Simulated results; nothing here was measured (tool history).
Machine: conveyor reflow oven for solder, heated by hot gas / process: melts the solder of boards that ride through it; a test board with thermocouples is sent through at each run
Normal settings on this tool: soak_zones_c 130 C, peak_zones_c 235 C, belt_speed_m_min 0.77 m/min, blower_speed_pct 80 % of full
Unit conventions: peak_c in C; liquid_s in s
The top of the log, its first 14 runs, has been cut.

run   hour  soak_zones_c  peak_zones_c  belt_speed_m_min  blower_speed_pct  peak_c  liquid_s
 15  381.2           130           235              0.77                80   213.5      37.1
 16  424.1           130           235              0.77                80   213.6      37.3
 17    466           143           230             0.907                80   205.6      28.8
 18  509.7           143           230             0.907                80   205.4      28.7
 19  547.3           118           231             0.854                80   200.7      22.9
 20  573.7           118           231             0.854                80   201.6      22.2
 21  603.4           130           235              0.77                76     211      34.6
 22    638           130           237             0.857                76     207        29
 23  658.1           131           233              0.77                64   204.1      29.7
 24  677.9           119           235              0.82                80   206.4      27.6
 25  713.1           130           235              0.77                84   212.3      36.1
     747.8  -- flux residue cleaned out of gas plates and filters
 26  759.2           130           230              0.77                63     204      30.6
 27  789.3           128           235              0.77                52   203.7      27.3
 28  809.9           128           235              0.77                52   202.3      27.1
 29  844.7           144           235             0.756                80   217.8      44.2
 30  877.8           144           228             0.649                80   215.9      51.8
 31  912.2           124           230              0.77                52   196.5      21.1

Consider 4 possible next runs. They are alternatives, not a sequence: every one starts from the tool as it was left by run 31. What does each give?
  A  938.9           130           238             0.846                55       ?         ?
  B  938.9           130           231              0.77                80       ?         ?
  C  938.9           127           235              0.77                80       ?         ?
  D  938.9           138           230              0.77                52       ?         ?

run  peak_c  liquid_s
  A   201.5        24
  B   210.7      35.5
  C   213.2      37.1
  D   200.6      27.1
Stripped of hidden state, with their random variation kept, the same runs would have yielded:
run  peak_c  liquid_s
  A   201.8      23.3
  B   211.6      34.8
  C   214.1      36.3
  D   200.8      26.2
